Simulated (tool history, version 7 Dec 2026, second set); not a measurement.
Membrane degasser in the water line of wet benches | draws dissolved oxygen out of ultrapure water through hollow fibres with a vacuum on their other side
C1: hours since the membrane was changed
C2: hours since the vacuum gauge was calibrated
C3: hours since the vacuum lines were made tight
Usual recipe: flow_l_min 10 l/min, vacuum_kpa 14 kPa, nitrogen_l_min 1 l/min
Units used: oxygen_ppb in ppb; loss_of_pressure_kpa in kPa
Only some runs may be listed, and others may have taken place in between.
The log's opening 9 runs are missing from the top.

{"run": 10, "hour": 1238.7, "flow_l_min": 15, "vacuum_kpa": 14, "nitrogen_l_min": 1, "C1": 4201, "C2": 4201, "C3": 4952, "oxygen_ppb": 396.3, "loss_of_pressure_kpa": 58.47}
{"run": 11, "hour": 1408.1, "flow_l_min": 15, "vacuum_kpa": 14, "nitrogen_l_min": 1, "C1": 4370, "C2": 4370, "C3": 5121, "oxygen_ppb": 397.3, "loss_of_pressure_kpa": 58.46}
{"run": 12, "hour": 1598.4, "flow_l_min": 15, "vacuum_kpa": 14, "nitrogen_l_min": 0.91, "C1": 4561, "C2": 4561, "C3": 5311, "oxygen_ppb": 424.2, "loss_of_pressure_kpa": 58.76}
{"run": 13, "hour": 1749.4, "flow_l_min": 10, "vacuum_kpa": 14, "nitrogen_l_min": 1, "C1": 4712, "C2": 4712, "C3": 5462, "oxygen_ppb": 254.1, "loss_of_pressure_kpa": 38.91}
{"run": 14, "hour": 1865.1, "flow_l_min": 10, "vacuum_kpa": 14, "nitrogen_l_min": 1, "C1": 4827, "C2": 4827, "C3": 5578, "oxygen_ppb": 253.8, "loss_of_pressure_kpa": 38.71}
{"run": 15, "hour": 2009.4, "flow_l_min": 10, "vacuum_kpa": 14, "nitrogen_l_min": 1, "C1": 4972, "C2": 4972, "C3": 5722, "oxygen_ppb": 255.4, "loss_of_pressure_kpa": 38.69}
{"run": 16, "hour": 2188.2, "flow_l_min": 10, "vacuum_kpa": 14, "nitrogen_l_min": 1, "C1": 5150, "C2": 5150, "C3": 5901, "oxygen_ppb": 254.7, "loss_of_pressure_kpa": 39.06}
{"run": 17, "hour": 2304.5, "flow_l_min": 9, "vacuum_kpa": 18.7, "nitrogen_l_min": 0.57, "C1": 5267, "C2": 5267, "C3": 6018, "oxygen_ppb": 529.8, "loss_of_pressure_kpa": 34.99}
{"run": 18, "hour": 2441.2, "flow_l_min": 11, "vacuum_kpa": 30.3, "nitrogen_l_min": 1.59, "C1": 5403, "C2": 5403, "C3": 6154, "oxygen_ppb": 436.2, "loss_of_pressure_kpa": 42.86}
{"run": 19, "hour": 2610.3, "flow_l_min": 8, "vacuum_kpa": 25, "nitrogen_l_min": 1.59, "C1": 5572, "C2": 5572, "C3": 6323, "oxygen_ppb": 260.8, "loss_of_pressure_kpa": 31.34}
{"run": 20, "hour": 2805.0, "flow_l_min": 10, "vacuum_kpa": 8.7, "nitrogen_l_min": 2.68, "C1": 5767, "C2": 5767, "C3": 6518, "oxygen_ppb": 58.1, "loss_of_pressure_kpa": 38.66}
{"run": 21, "hour": 2968.6, "flow_l_min": 14, "vacuum_kpa": 10.2, "nitrogen_l_min": 0.53, "C1": 5931, "C2": 5931, "C3": 6682, "oxygen_ppb": 410, "loss_of_pressure_kpa": 54.53}
{"run": 22, "hour": 3118.6, "flow_l_min": 13, "vacuum_kpa": 14.8, "nitrogen_l_min": 1.6, "C1": 6081, "C2": 6081, "C3": 6832, "oxygen_ppb": 241.1, "loss_of_pressure_kpa": 50.52}
{"run": 23, "hour": 3269.3, "flow_l_min": 6, "vacuum_kpa": 10.8, "nitrogen_l_min": 2.43, "C1": 6231, "C2": 6231, "C3": 6982, "oxygen_ppb": 46.8, "loss_of_pressure_kpa": 23.44}
{"run": 24, "hour": 3405.4, "flow_l_min": 7, "vacuum_kpa": 14, "nitrogen_l_min": 1.91, "C1": 6367, "C2": 6367, "C3": 7118, "oxygen_ppb": 97.3, "loss_of_pressure_kpa": 27.11}
{"run": 25, "hour": 3494.5, "flow_l_min": 12, "vacuum_kpa": 11.5, "nitrogen_l_min": 0.76, "C1": 6457, "C2": 6457, "C3": 7208, "oxygen_ppb": 305.6, "loss_of_pressure_kpa": 47.02}
{"run": 26, "hour": 3630.5, "flow_l_min": 12, "vacuum_kpa": 9.8, "nitrogen_l_min": 0.41, "C1": 6593, "C2": 6593, "C3": 7344, "oxygen_ppb": 405, "loss_of_pressure_kpa": 46.89}
{"hour": 3728.5, "done": "vacuum gauge calibrated"}
{"run": 27, "hour": 3783.5, "flow_l_min": 12, "vacuum_kpa": 28.9, "nitrogen_l_min": 0.41, "C1": 6745, "C2": 55, "C3": 7496, "oxygen_ppb": 1354, "loss_of_pressure_kpa": 46.68}
{"run": 28, "hour": 3916.0, "flow_l_min": 7, "vacuum_kpa": 21.1, "nitrogen_l_min": 2.3, "C1": 6878, "C2": 187, "C3": 7628, "oxygen_ppb": 132.2, "loss_of_pressure_kpa": 26.83}
{"run": 29, "hour": 4053.7, "flow_l_min": 10, "vacuum_kpa": 12, "nitrogen_l_min": 0.44, "C1": 7015, "C2": 325, "C3": 7766, "oxygen_ppb": 421.1, "loss_of_pressure_kpa": 38.97}
{"run": 30, "hour": 4164.2, "flow_l_min": 11, "vacuum_kpa": 9, "nitrogen_l_min": 1.87, "C1": 7126, "C2": 436, "C3": 7877, "oxygen_ppb": 93.1, "loss_of_pressure_kpa": 42.91}
{"run": 31, "hour": 4279.5, "flow_l_min": 10, "vacuum_kpa": 9, "nitrogen_l_min": 0.6, "C1": 7241, "C2": 551, "C3": 7992, "oxygen_ppb": 219.8, "loss_of_pressure_kpa": 38.83}
{"run": 32, "hour": 4453.2, "flow_l_min": 10, "vacuum_kpa": 9, "nitrogen_l_min": 0.6, "C1": 7415, "C2": 725, "C3": 8166, "oxygen_ppb": 218.5, "loss_of_pressure_kpa": 39.01}

Alternative continuations, all from the tool just after run 32; predict every row:
{"run": "A", "hour": 4578.8, "flow_l_min": 11, "vacuum_kpa": 14, "nitrogen_l_min": 1, "C1": 7540, "C2": 850, "C3": 8291, "oxygen_ppb": "?", "loss_of_pressure_kpa": "?"}
{"run": "B", "hour": 4578.8, "flow_l_min": 8, "vacuum_kpa": 19.5, "nitrogen_l_min": 0.85, "C1": 7540, "C2": 850, "C3": 8291, "oxygen_ppb": "?", "loss_of_pressure_kpa": "?"}
{"run": "C", "hour": 4578.8, "flow_l_min": 10, "vacuum_kpa": 18.2, "nitrogen_l_min": 0.76, "C1": 7540, "C2": 850, "C3": 8291, "oxygen_ppb": "?", "loss_of_pressure_kpa": "?"}
{"run": "D", "hour": 4578.8, "flow_l_min": 13, "vacuum_kpa": 31.7, "nitrogen_l_min": 2.08, "C1": 7540, "C2": 850, "C3": 8291, "oxygen_ppb": "?", "loss_of_pressure_kpa": "?"}

run=A oxygen_ppb=278 loss_of_pressure_kpa=42.7
run=B oxygen_ppb=346 loss_of_pressure_kpa=31.12
run=C oxygen_ppb=436 loss_of_pressure_kpa=39.17
run=D oxygen_ppb=425.7 loss_of_pressure_kpa=51.05
What these runs would have given with no unlogged condition in the tool:
run=A oxygen_ppb=283.1 loss_of_pressure_kpa=42.65
run=B oxygen_ppb=352.4 loss_of_pressure_kpa=31.08
run=C oxygen_ppb=444.1 loss_of_pressure_kpa=39.13
run=D oxygen_ppb=433.5 loss_of_pressure_kpa=50.99
